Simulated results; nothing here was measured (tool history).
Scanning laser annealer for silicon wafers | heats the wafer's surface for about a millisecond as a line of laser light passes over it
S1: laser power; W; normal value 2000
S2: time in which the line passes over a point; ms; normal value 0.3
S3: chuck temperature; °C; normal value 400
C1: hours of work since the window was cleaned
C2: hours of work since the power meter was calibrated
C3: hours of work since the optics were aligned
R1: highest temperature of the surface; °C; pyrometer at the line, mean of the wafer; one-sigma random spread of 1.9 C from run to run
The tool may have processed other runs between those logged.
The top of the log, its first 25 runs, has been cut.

| run | hour | S1 | S2 | S3 | C1 | C2 | C3 | R1 |
|---|---|---|---|---|---|---|---|---|
| 26 | 188 | 2173 | 0.326 | 384 | 422 | 12 | 730 | 1178 |
|  | 200 | laser's power meter calibrated, once more |
| 27 | 200.8 | 2000 | 0.286 | 405 | 427 | 0 | 735 | 1083 |
| 28 | 208.2 | 1722 | 0.273 | 383 | 430 | 4 | 738 | 951 |
| 29 | 214 | 1956 | 0.273 | 428 | 433 | 6 | 741 | 1075 |
| 30 | 222.9 | 1963 | 0.232 | 403 | 437 | 11 | 745 | 1005 |
| 31 | 231.7 | 2000 | 0.214 | 380 | 441 | 15 | 749 | 970 |
| 32 | 240.5 | 2171 | 0.216 | 400 | 445 | 19 | 753 | 1042 |
| 33 | 246.6 | 2171 | 0.216 | 400 | 448 | 22 | 756 | 1043 |
| 34 | 250.9 | 1869 | 0.347 | 400 | 450 | 24 | 758 | 1095 |
| 35 | 259.4 | 2144 | 0.3 | 438 | 454 | 27 | 762 | 1185 |

Expected results for the next run?
| 36 | 264.5 | 1796 | 0.229 | 400 | 456 | 30 | 764 | ? |

Run 36 gave R1 943 °C.
Were there no unlogged condition in the tool, this run, its random variation unchanged, would have produced R1 970 °C.
